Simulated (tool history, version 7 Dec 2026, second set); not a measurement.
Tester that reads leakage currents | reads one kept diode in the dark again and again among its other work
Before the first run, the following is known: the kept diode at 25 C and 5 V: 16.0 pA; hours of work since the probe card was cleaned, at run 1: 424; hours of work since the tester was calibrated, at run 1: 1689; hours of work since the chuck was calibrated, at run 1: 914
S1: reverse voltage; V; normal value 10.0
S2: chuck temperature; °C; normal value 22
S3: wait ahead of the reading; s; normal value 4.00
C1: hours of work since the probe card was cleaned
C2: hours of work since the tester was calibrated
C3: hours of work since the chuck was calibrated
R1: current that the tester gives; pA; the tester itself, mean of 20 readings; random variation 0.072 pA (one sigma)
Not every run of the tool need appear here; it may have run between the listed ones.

| run | hour | S1 | S2 | S3 | C1 | C2 | C3 | R1 |
|---|---|---|---|---|---|---|---|---|
| 1 | 0.0 | 10.0 | 22 | 4.00 | 424 | 1689 | 914 | 23.17 |
| 2 | 98.6 | 10.0 | 22 | 0.68 | 487 | 1752 | 977 | 27.14 |
| 3 | 179.7 | 10.0 | 22 | 0.68 | 539 | 1804 | 1029 | 27.89 |
| 4 | 241.3 | 10.0 | 22 | 4.00 | 579 | 1844 | 1069 | 24.84 |
| 5 | 325.5 | 10.0 | 22 | 4.00 | 633 | 1898 | 1123 | 25.59 |
| 6 | 403.1 | 10.0 | 22 | 4.00 | 683 | 1948 | 1173 | 26.16 |
| 7 | 483.9 | 10.0 | 22 | 4.00 | 735 | 2000 | 1225 | 26.71 |
| 8 | 559.9 | 3.2 | 22 | 4.00 | 784 | 2049 | 1274 | 14.51 |
| 9 | 631.3 | 10.0 | 25 | 4.00 | 830 | 2095 | 1320 | 33.12 |
| 10 | 732.6 | 10.0 | 22 | 4.00 | 895 | 2160 | 1385 | 28.65 |
| 11 | 812.3 | 10.0 | 22 | 4.00 | 947 | 2211 | 1436 | 29.31 |
| 12 | 912.7 | 10.0 | 22 | 4.00 | 1011 | 2276 | 1501 | 29.97 |
| 13 | 996.5 | 10.0 | 22 | 4.00 | 1065 | 2330 | 1555 | 30.65 |
| 14 | 1073.3 | 10.0 | 25 | 4.00 | 1114 | 2379 | 1604 | 36.64 |
| 15 | 1170.2 | 10.0 | 25 | 6.23 | 1177 | 2442 | 1667 | 37.17 |
| 16 | 1218.9 | 10.0 | 22 | 4.00 | 1208 | 2473 | 1698 | 32.30 |
| 17 | 1270.4 | 10.0 | 22 | 4.00 | 1241 | 2506 | 1731 | 32.78 |
| 18 | 1327.1 | 10.0 | 22 | 4.00 | 1278 | 2543 | 1768 | 33.01 |
| 19 | 1381.9 | 10.0 | 22 | 4.00 | 1313 | 2578 | 1803 | 33.58 |
| 20 | 1478.1 | 10.0 | 22 | 4.00 | 1375 | 2640 | 1865 | 34.22 |
| 21 | 1582.4 | 10.0 | 22 | 4.00 | 1442 | 2707 | 1932 | 34.94 |
| 22 | 1648.5 | 1.1 | 28 | 1.65 | 1485 | 2749 | 1974 | 15.21 |
| 23 | 1730.0 | 1.4 | 22 | 1.65 | 1537 | 2802 | 2027 | 11.44 |
| 24 | 1782.5 | 1.4 | 22 | 1.65 | 1571 | 2836 | 2061 | 11.46 |
|  | 1790.8 | probe card cleaned and baked |
| 25 | 1833.9 | 7.8 | 22 | 0.40 | 28 | 2867 | 2092 | 43.00 |
| 26 | 1880.9 | 7.8 | 22 | 0.40 | 58 | 2897 | 2122 | 43.62 |
| 27 | 1989.2 | 7.8 | 22 | 0.40 | 128 | 2967 | 2192 | 43.92 |
| 28 | 2088.7 | 10.0 | 48 | 0.73 | 192 | 3031 | 2256 | 179.21 |
|  | 2109.3 | chuck's temperature calibrated |
| 29 | 2163.2 | 4.2 | 26 | 7.90 | 238 | 3077 | 35 | 28.66 |
|  | 2263.0 | probe card cleaned and baked, once more |
| 30 | 2263.0 | 19.6 | 43 | 1.83 | 0 | 3140 | 97 | 121.62 |
| 31 | 2327.4 | 10.0 | 45 | 3.07 | 41 | 3181 | 138 | 106.69 |
| 32 | 2431.1 | 10.0 | 45 | 3.07 | 108 | 3248 | 205 | 107.58 |
| 33 | 2539.3 | 10.0 | 45 | 3.07 | 178 | 3317 | 275 | 108.71 |
| 34 | 2639.1 | 10.0 | 45 | 3.07 | 242 | 3382 | 339 | 110.51 |
| 35 | 2720.2 | 4.8 | 45 | 3.07 | 294 | 3434 | 391 | 82.13 |
| 36 | 2828.4 | 10.0 | 22 | 8.50 | 364 | 3503 | 461 | 21.91 |
| 37 | 2915.9 | 2.5 | 22 | 0.31 | 420 | 3560 | 517 | 13.56 |
| 38 | 3014.8 | 1.4 | 31 | 9.74 | 484 | 3623 | 581 | 17.93 |
| 39 | 3063.7 | 1.4 | 30 | 0.35 | 515 | 3655 | 612 | 17.79 |

5 options for the next run, each taken on its own from the tool as it stands now. Forecast them:
| A | 3158.9 | 1.4 | 30 | 0.58 | 576 | 3716 | 673 | ? |
| B | 3158.9 | 3.9 | 30 | 0.85 | 576 | 3716 | 673 | ? |
| C | 3158.9 | 10.0 | 22 | 1.01 | 576 | 3716 | 673 | ? |
| D | 3158.9 | 10.9 | 30 | 5.27 | 576 | 3716 | 673 | ? |
| E | 3158.9 | 2.6 | 22 | 6.89 | 576 | 3716 | 673 | ? |

| run | R1 |
|---|---|
| A | 17.62 |
| B | 27.40 |
| C | 26.90 |
| D | 43.15 |
| E | 12.19 |
What these runs would have given with no unlogged condition in the tool:
| run | R1 |
|---|---|
| A | 15.36 |
| B | 22.99 |
| C | 19.24 |
| D | 33.53 |
| E | 9.69 |

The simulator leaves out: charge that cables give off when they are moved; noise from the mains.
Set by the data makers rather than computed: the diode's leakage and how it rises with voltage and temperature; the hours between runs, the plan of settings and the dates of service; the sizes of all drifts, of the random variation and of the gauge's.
